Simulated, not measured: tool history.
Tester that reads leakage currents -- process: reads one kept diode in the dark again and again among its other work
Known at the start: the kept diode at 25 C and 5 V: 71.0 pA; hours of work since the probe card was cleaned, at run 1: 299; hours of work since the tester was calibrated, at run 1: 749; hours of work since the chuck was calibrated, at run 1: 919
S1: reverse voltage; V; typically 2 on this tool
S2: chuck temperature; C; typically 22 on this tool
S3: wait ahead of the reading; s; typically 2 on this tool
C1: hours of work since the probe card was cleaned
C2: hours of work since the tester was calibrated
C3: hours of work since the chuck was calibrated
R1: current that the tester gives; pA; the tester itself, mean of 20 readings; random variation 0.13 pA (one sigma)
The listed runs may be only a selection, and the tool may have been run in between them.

run	hour	S1	S2	S3	C1	C2	C3	R1
1	0	2	22	2	299	749	919	37.81
2	38.1	2	22	2	319	769	939	37.56
3	66.9	2	22	2	334	784	954	37.9
4	97.7	2	22	2	350	800	970	37.59
5	124.2	2	27	2	364	814	984	57.59
6	147.5	2	27	2	376	826	996	57.7
7	195.2	2	27	2	401	852	1021	57.59
8	223.5	2	22	2	416	866	1036	37.71
9	271.3	1.77	22	2	441	891	1061	35.85
10	305.3	1.77	22	2	459	909	1079	35.98
11	347.1	1.77	22	2	481	931	1101	35.93
12	377.1	1.77	22	2	497	947	1117	35.73
13	401.8	1.77	22	2	510	960	1129	35.88
14	439.4	2	22	8.8	530	980	1149	37.44
15	486.9	2	22	2	554	1004	1174	37.92
16	524.9	2	22	2	574	1024	1194	37.79
17	561.6	2	22	2	594	1044	1213	37.48
18	582.7	2	22	2	605	1055	1224	37.61
19	619	2	22	2	624	1074	1243	37.57
20	645	2	22	2	637	1087	1257	37.6
21	683.4	3.25	32	0.76	657	1108	1277	105.69
22	712.2	7.76	51	0.45	673	1123	1292	644.46
23	751.9	7.76	51	0.45	693	1143	1313	636.45
24	801.4	7.76	51	0.45	719	1169	1339	637.02
25	849.8	1.6	56	5.38	745	1195	1364	492.93
26	871.4	2	35	1.26	756	1206	1376	110.35
# hour 876.4: chuck's temperature calibrated
27	910	8.87	47	3.44	775	1225	18	496.44
28	932	8.87	47	0.86	787	1237	29	498.17
29	960.7	1.01	59	2	802	1252	44	500.22
30	993.6	7.31	48	2	819	1269	61	493.29
31	1034.8	17.39	22	0.79	841	1291	83	93.28
32	1062.3	2.58	33	2.29	855	1305	97	103.23
33	1088.7	1.28	22	2	869	1319	111	31.13
34	1120.4	15.89	55	0.6	886	1336	128	1115.31
35	1149.8	1.07	44	9.77	901	1351	143	173.49
# hour 1167.2: chuck's temperature calibrated, once more
36	1179.7	1.07	44	9.77	916	1366	7	181.54
37	1224.7	1.07	44	9.77	939	1389	30	181.83
38	1270.2	1.83	44	9.77	963	1413	54	223.63
39	1318.1	2	21	2	988	1438	79	36.08

Some steps in R1 between neighbouring runs. How much of each would the tool show without its hidden state too (settings, what came in, random variation), and how much is left for the hidden state, with any gauge scatter that isn't in both results?
Hidden conditions of the tool in this case: stray current of the dirty probe card, pA a volt; current scale over the true one, %; true chuck temperature over the reading, C; drift of the gauge itself on leakage_pa, %.
Run 21 -> 22: S1 3.25 -> 7.76, S2 32 -> 51, S3 0.76 -> 0.45. R1 +538.77 pA: hidden state -14.41, all else +553.18.
Run 30 -> 31: S1 7.31 -> 17.39, S2 48 -> 22, S3 2 -> 0.79. R1 -400.01 pA: hidden state +22.56, all else -422.57.
Run 33 -> 34: S1 1.28 -> 15.89, S2 22 -> 55, S3 2 -> 0.6. R1 +1084.18 pA: hidden state -43.09, all else +1127.27.
Run 34 -> 35: S1 15.89 -> 1.07, S2 55 -> 44, S3 0.6 -> 9.77. R1 -941.82 pA: hidden state +36.01, all else -977.83.

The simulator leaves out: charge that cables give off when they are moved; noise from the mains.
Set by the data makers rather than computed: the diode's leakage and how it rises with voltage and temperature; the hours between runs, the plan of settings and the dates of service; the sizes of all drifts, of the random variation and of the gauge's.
